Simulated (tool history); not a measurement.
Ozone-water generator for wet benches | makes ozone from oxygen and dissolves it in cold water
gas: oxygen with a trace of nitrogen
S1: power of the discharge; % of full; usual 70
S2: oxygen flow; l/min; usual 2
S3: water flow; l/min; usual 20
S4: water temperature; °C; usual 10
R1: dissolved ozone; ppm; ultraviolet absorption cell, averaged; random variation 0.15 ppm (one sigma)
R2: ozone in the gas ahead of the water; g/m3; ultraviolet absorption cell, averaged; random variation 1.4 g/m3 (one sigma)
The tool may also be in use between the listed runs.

run,hour,S1,S2,S3,S4,R1,R2
1,0,70,2,20,10,18.2,264.1
2,33.7,70,2,20,10,18.1,264.8
3,100,70,2,20,10,17.9,263.9
4,180.3,70,2,20,10,17.9,262.4
5,225.1,70,2.28,20,10,18.8,249.7
6,305,70,2.28,20,10,19.5,247.9
7,352,70,2.28,20,10,19.2,252.4
8,403.3,70,2,20,18,17,263.1
9,473,70,2,20,18,17,263.4
10,533.5,70,2,20,18,16.9,263.9
11,587.8,70,2,20,18,17.3,265.1
12,626.6,70,2,20,10,17.8,265.6
13,676.9,43,1.99,20,16,12.8,196.3
14,722.3,66,1.99,20,13,17.3,256.1
15,770.2,57,2,20,10,15.9,232.5
16,843.2,57,2,20,10,16,232.8
17,920.5,47,2.44,20,10,15.2,189.7
18,961.7,46,2,20,9,14.1,204.8
19,1001.2,46,2,20,9,14,207.2
20,1081.9,46,2,20,9,14.2,204.5
21,1118.2,81,2.56,22,10,20.1,260.8
22,1177.7,81,2.56,22,10,20,259.6
23,1247.9,94,2,18,10,23.8,316.4
24,1308.4,94,2,18,10,23.8,317.4

Taken out of this log: 2 entries between the listed runs. Where each belongs, and how the hidden state differs across it:
Between runs 17 and 18: contactor cleaned (hour 938.5)
  contactor's efficiency, % of a clean one's: 99.8 -> 100
Between runs 21 and 22: water thermometer calibrated (hour 1144.9)
  no hidden state differs between the two runs
